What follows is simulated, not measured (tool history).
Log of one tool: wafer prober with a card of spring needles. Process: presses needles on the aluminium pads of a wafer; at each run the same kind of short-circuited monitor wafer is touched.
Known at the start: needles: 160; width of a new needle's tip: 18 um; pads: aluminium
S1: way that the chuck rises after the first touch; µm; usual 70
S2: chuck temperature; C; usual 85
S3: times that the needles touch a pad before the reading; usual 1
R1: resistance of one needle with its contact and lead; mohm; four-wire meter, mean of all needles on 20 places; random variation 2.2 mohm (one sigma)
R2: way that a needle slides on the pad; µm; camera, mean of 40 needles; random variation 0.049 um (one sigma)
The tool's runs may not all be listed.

run 1 hour=0.0 | S1=70 S2=85 S3=1 | R1=401 R2=10.99
-- hour=5.1 tips cleaned on abrasive film
run 2 hour=9.8 | S1=70 S2=85 S3=1 | R1=519 R2=10.92
-- hour=15.6 tips cleaned on abrasive film
run 3 hour=20.8 | S1=70 S2=85 S3=1 | R1=399 R2=10.82
-- hour=25.5 tips cleaned on abrasive film
-- hour=36.9 tips cleaned on abrasive film
run 4 hour=39.8 | S1=70 S2=85 S3=1 | R1=354 R2=10.83
-- hour=47.9 tips cleaned on abrasive film
-- hour=50.2 tips cleaned on abrasive film, once more
run 5 hour=51.1 | S1=70 S2=85 S3=1 | R1=285 R2=10.80
-- hour=60.4 tips cleaned on abrasive film
run 6 hour=69.7 | S1=70 S2=85 S3=1 | R1=452 R2=10.82
-- hour=70.6 tips cleaned on abrasive film
-- hour=81.2 tips cleaned on abrasive film
run 7 hour=89.2 | S1=70 S2=85 S3=1 | R1=450 R2=10.81
-- hour=91.4 tips cleaned on abrasive film
run 8 hour=98.3 | S1=67 S2=85 S3=1 | R1=445 R2=10.25
-- hour=101.5 tips cleaned on abrasive film
run 9 hour=108.8 | S1=67 S2=85 S3=1 | R1=467 R2=10.19
-- hour=112.0 tips cleaned on abrasive film
-- hour=122.8 tips cleaned on abrasive film
run 10 hour=124.0 | S1=67 S2=85 S3=1 | R1=318 R2=10.38
-- hour=132.7 tips cleaned on abrasive film
run 11 hour=135.9 | S1=67 S2=85 S3=1 | R1=385 R2=10.35
-- hour=143.2 tips cleaned on abrasive film
run 12 hour=148.4 | S1=70 S2=55 S3=1 | R1=409 R2=10.69
-- hour=153.4 tips cleaned on abrasive film
-- hour=163.4 tips cleaned on abrasive film
run 13 hour=166.1 | S1=70 S2=55 S3=1 | R1=349 R2=10.74
-- hour=174.2 tips cleaned on abrasive film
run 14 hour=178.3 | S1=70 S2=55 S3=1 | R1=377 R2=10.71
-- hour=184.4 tips cleaned on abrasive film
run 15 hour=190.1 | S1=70 S2=55 S3=1 | R1=418 R2=10.69
-- hour=195.1 tips cleaned on abrasive film
-- hour=201.5 height of the first contact set anew
-- hour=205.5 tips cleaned on abrasive film
run 16 hour=209.4 | S1=70 S2=71 S3=1 | R1=355 R2=11.44
-- hour=215.5 tips cleaned on abrasive film
run 17 hour=222.6 | S1=70 S2=71 S3=1 | R1=408 R2=11.45
-- hour=226.8 tips cleaned on abrasive film
run 18 hour=235.1 | S1=70 S2=71 S3=1 | R1=427 R2=11.61

The next listed run, before its measurement:
-- hour=238.3 tips cleaned on abrasive film
run 19 hour=246.3 | S1=70 S2=110 S3=3 | R1=? R2=?

Run 19 gave R1 316 mohm, R2 11.46 µm.
Without the tool's hidden state the same run would have given R1 250 mohm, R2 11.51 µm.
